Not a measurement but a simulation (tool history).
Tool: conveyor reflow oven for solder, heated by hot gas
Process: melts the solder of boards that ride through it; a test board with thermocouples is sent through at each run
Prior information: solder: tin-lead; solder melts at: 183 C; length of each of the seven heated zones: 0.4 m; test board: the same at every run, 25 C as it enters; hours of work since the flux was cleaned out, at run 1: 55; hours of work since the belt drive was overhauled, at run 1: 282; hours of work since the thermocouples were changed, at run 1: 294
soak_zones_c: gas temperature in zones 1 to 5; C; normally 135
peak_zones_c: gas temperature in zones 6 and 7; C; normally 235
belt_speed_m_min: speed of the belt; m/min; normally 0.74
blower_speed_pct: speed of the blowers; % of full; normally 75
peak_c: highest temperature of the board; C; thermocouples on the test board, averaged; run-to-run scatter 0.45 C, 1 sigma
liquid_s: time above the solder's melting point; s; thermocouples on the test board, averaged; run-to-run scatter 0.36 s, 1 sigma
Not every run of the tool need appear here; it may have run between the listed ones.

run	hour	soak_zones_c	peak_zones_c	belt_speed_m_min	blower_speed_pct	hours of work since the flux was cleaned out	hours of work since the belt drive was overhauled	hours of work since the thermocouples were changed	peak_c	liquid_s
1	0	135	235	0.74	75	55	282	294	212.2	43.1
2	20.2	135	235	0.74	75	64	291	303	212.3	42.9
3	30.4	135	235	0.74	75	68	295	307	211.7	42.9
4	44.8	135	235	0.74	75	75	302	314	212	43.1
5	61.3	135	235	0.74	62	82	309	321	208.3	39.1
6	74	135	233	0.74	62	88	315	327	206.2	37.4
7	84.2	132	235	0.74	75	92	319	331	210.9	41.4
8	101	132	235	0.74	75	100	327	339	210.8	41.4
9	122.2	135	235	0.74	75	109	336	348	211.5	43.2
10	136.9	135	233	0.74	75	116	343	355	209.5	41.3
11	158.4	135	233	0.74	75	125	352	364	209.6	41.7
12	182	135	233	0.74	75	136	363	375	209.1	41.9
13	203.8	135	233	0.74	75	146	372	385	209.5	41.2
14	222.2	127	235	0.74	75	154	381	393	209.1	38.5
15	239.8	127	235	0.74	75	162	388	401	209.1	38.9
16	263.7	127	235	0.74	75	172	399	411	209	38.7
17	274.5	139	240	0.781	50	177	404	416	205.4	33.8
18	288.6	139	240	0.781	50	183	410	422	205.7	35
19	311.9	123	235	0.74	52	194	420	433	200.9	27.9
20	322.1	143	235	0.633	52	198	425	437	212.7	52.9
21	339.3	135	242	0.778	75	206	433	445	215.4	42.6
22	359.2	135	242	0.778	75	215	442	454	214.4	42.5
23	370.9	135	242	0.778	75	220	447	459	214.9	42.5
24	384.6	135	241	0.74	75	226	453	465	216	46
25	407.8	135	248	0.8	75	236	463	476	217.9	43.2
26	418.5	136	249	0.8	75	241	468	480	218.9	44.1
27	433	135	233	0.813	75	248	474	487	206.2	32.7
# hour 450.5: flux residue cleaned out of gas plates and filters
28	454.7	135	233	0.813	75	2	482	494	206.5	35.1
29	476.6	132	230	0.79	59	12	492	504	199.8	27.5
30	500.7	132	230	0.79	59	22	502	515	200	27.4
31	517.1	135	249	0.612	75	30	510	522	230	66.3
32	533.1	135	249	0.612	75	37	517	529	229.9	66.9

Below are 3 alternative next runs, each starting from the tool's condition after run 32. Predict each:
A	553.6	122	235	0.74	75	46	526	538	?	?
B	553.6	129	235	0.593	73	46	526	538	?	?
C	553.6	135	225	0.612	75	46	526	538	?	?

run	peak_c	liquid_s
A	208.9	37.6
B	217.3	59.1
C	209.1	52.2
With the hidden condition removed and each run's random variation left untouched, the same runs would have given:
run	peak_c	liquid_s
A	210.4	38.5
B	219	59.7
C	210.8	53.2
